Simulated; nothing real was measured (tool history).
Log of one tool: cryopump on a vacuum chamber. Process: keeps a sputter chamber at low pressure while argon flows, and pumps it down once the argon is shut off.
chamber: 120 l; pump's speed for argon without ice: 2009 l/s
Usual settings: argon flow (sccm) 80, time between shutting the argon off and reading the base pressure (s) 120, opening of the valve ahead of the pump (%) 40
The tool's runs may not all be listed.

run	hour	argon flow (sccm)	time between shutting the argon off and reading the base pressure (s)	opening of the valve ahead of the pump (%)	pressure while argon flows (Pa)	pressure after the wait (uPa)
1	0	80	120	40	0.1895	0.52
2	88.1	80	124	40	0.1953	0.53
3	160.7	80	120	40	0.1955	0.63
4	254.6	80	120	40	0.1985	0.67
5	311.9	80	120	40	0.1677	0.59
6	389.7	80	120	40	0.1706	0.57
7	485.6	80	120	40	0.1733	0.62
8	587.6	80	120	40	0.1741	0.66
9	706.4	80	73	40	0.1756	0.95
10	830.4	80	73	40	0.1788	0.98
11	907.7	80	73	40	0.1806	0.99
12	1004.3	80	73	40	0.1837	1.04
13	1099.5	80	120	40	0.1847	0.91
14	1190.9	80	120	40	0.1878	1.01
15	1307.5	80	120	53	0.1506	0.98
16	1420.9	80	120	53	0.1559	1.08
17	1535.7	80	120	53	0.158	1.14
18	1651.5	80	120	53	0.128	0.96
19	1750.6	89	87	25	0.3037	1.06
20	1816.8	64	36	21	0.2584	1.71
21	1922.6	80	120	37	0.1886	0.99
22	2021.9	80	120	37	0.19	1.08
23	2080.4	41	120	39	0.0932	1.14
24	2196	58	120	40	0.1308	1.21
25	2277.7	58	120	40	0.131	1.25
26	2369.6	114	264	44	0.2403	1.14
27	2481.3	114	264	44	0.2437	1.21
28	2546.3	114	124	45	0.2405	1.39
29	2669.5	80	146	40	0.1914	1.39
30	2736	80	146	40	0.1923	1.53
31	2798.7	80	38	40	0.1954	2.37
32	2866.8	80	38	39	0.2013	2.29
33	2938.9	36	120	31	0.1112	1.71
34	3044.8	158	147	40	0.3364	1.31
35	3103.3	80	208	40	0.1731	1.21

Not shown: 3 entries that the log had between the listed runs. Between which runs, and how does the tool's hidden state differ before and after?
Between runs 4 and 5: pump warmed up, emptied and cooled again (hour 311.9)
  pump's speed, % of a pump's without ice: 69.8 -> 99.9; cold plate's temperature, K: 12.57 -> 12.58; leak into the chamber, uPa l/s: 462 -> 491
  measured less the result without the state, pressure while argon flows (Pa): +0.0302 -> +0.0008; pressure after the wait (uPa): +0.19 -> +0.1
Between runs 17 and 18: pump warmed up, emptied and cooled again (hour 1645.2)
  pump's speed, % of a pump's without ice: 70.3 -> 99.8; cold plate's temperature, K: 12.72 -> 12.74; leak into the chamber, uPa l/s: 1143 -> 1203
  measured less the result without the state, pressure while argon flows (Pa): +0.0301 -> +0.0012; pressure after the wait (uPa): +0.66 -> +0.46
Between runs 33 and 34: pump warmed up, emptied and cooled again (hour 2977.2)
  pump's speed, % of a pump's without ice: 69.7 -> 98.2; cold plate's temperature, K: 12.89 -> 12.9; leak into the chamber, uPa l/s: 1899 -> 1952
  measured less the result without the state, pressure while argon flows (Pa): +0.0139 -> +0.0049; pressure after the wait (uPa): +1.22 -> +0.87
